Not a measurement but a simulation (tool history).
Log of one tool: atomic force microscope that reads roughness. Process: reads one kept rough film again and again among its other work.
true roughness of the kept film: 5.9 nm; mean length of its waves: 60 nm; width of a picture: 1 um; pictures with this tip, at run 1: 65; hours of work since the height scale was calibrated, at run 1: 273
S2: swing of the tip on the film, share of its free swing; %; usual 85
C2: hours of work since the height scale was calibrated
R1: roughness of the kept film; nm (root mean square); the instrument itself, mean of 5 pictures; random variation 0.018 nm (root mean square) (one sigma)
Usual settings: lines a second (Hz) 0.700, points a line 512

Run 1, hour 0.0: usual settings; pictures with this tip 65; C2 273. Result: R1 5.222 nm (root mean square).
Run 2, hour 7.1: usual settings but points a line 602; pictures with this tip 79; C2 278. Result: R1 5.187 nm (root mean square).
Run 3, hour 15.0: usual settings but points a line 602; pictures with this tip 94; C2 283. Result: R1 5.172 nm (root mean square).
Run 4, hour 25.0: usual settings but points a line 602; pictures with this tip 113; C2 289. Result: R1 5.196 nm (root mean square).
Run 5, hour 34.3: usual settings but points a line 602; pictures with this tip 131; C2 295. Result: R1 5.152 nm (root mean square).
Run 6, hour 42.7: usual settings but lines a second (Hz) 3.391; pictures with this tip 148; C2 300. Result: R1 4.163 nm (root mean square).
Run 7, hour 55.6: usual settings but lines a second (Hz) 3.391; pictures with this tip 173; C2 308. Result: R1 4.218 nm (root mean square).
Run 8, hour 63.3: usual settings but S2 72 %; pictures with this tip 188; C2 313. Result: R1 5.339 nm (root mean square).
Run 9, hour 72.9: usual settings but lines a second (Hz) 2.039, S2 72 %; pictures with this tip 206; C2 319. Result: R1 5.045 nm (root mean square).
Run 10, hour 83.2: usual settings but lines a second (Hz) 2.039, S2 72 %; pictures with this tip 226; C2 326. Result: R1 5.031 nm (root mean square).
Run 11, hour 96.3: usual settings but lines a second (Hz) 2.039, S2 61 %; pictures with this tip 252; C2 334. Result: R1 5.214 nm (root mean square).
At hour 101.8: new tip fitted.
Run 12, hour 105.3: usual settings but S2 80 %; pictures with this tip 7; C2 339. Result: R1 5.242 nm (root mean square).
Run 13, hour 114.3: usual settings but S2 80 %; pictures with this tip 25; C2 345. Result: R1 5.254 nm (root mean square).
Run 14, hour 124.9: usual settings but S2 80 %; pictures with this tip 45; C2 352. Result: R1 5.243 nm (root mean square).
Run 15, hour 132.0: usual settings but S2 80 %; pictures with this tip 59; C2 356. Result: R1 5.275 nm (root mean square).
Run 16, hour 143.7: usual settings but S2 80 %, points a line 290; pictures with this tip 82; C2 364. Result: R1 5.281 nm (root mean square).
Run 17, hour 154.1: usual settings but lines a second (Hz) 3.117, points a line 533; pictures with this tip 102; C2 370. Result: R1 4.270 nm (root mean square).
Run 18, hour 160.7: usual settings but lines a second (Hz) 3.117, points a line 533; pictures with this tip 115; C2 374. Result: R1 4.253 nm (root mean square).
Run 19, hour 168.1: usual settings but lines a second (Hz) 3.117, points a line 533; pictures with this tip 129; C2 379. Result: R1 4.279 nm (root mean square).
Run 20, hour 177.6: usual settings but lines a second (Hz) 1.553, S2 68 %, points a line 760; pictures with this tip 147; C2 385. Result: R1 5.193 nm (root mean square).
Run 21, hour 183.5: usual settings but lines a second (Hz) 1.553, S2 68 %, points a line 760; pictures with this tip 159; C2 389. Result: R1 5.190 nm (root mean square).
Run 22, hour 189.8: usual settings but lines a second (Hz) 1.331, S2 58 %, points a line 292; pictures with this tip 171; C2 393. Result: R1 5.346 nm (root mean square).
Run 23, hour 197.4: usual settings but lines a second (Hz) 3.057, S2 72 %, points a line 285; pictures with this tip 186; C2 398. Result: R1 4.789 nm (root mean square).
Run 24, hour 204.7: usual settings but lines a second (Hz) 0.708, S2 68 %, points a line 358; pictures with this tip 200; C2 402. Result: R1 5.352 nm (root mean square).

Forecast run 25:
Run 25, hour 214.8: usual settings but lines a second (Hz) 0.797, S2 66 %, points a line 389; pictures with this tip 219; C2 409. Result: R1 ?.

Run 25 gave R1 5.386 nm (root mean square).
Without the tool's hidden state the same run would have given R1 5.400 nm (root mean square).

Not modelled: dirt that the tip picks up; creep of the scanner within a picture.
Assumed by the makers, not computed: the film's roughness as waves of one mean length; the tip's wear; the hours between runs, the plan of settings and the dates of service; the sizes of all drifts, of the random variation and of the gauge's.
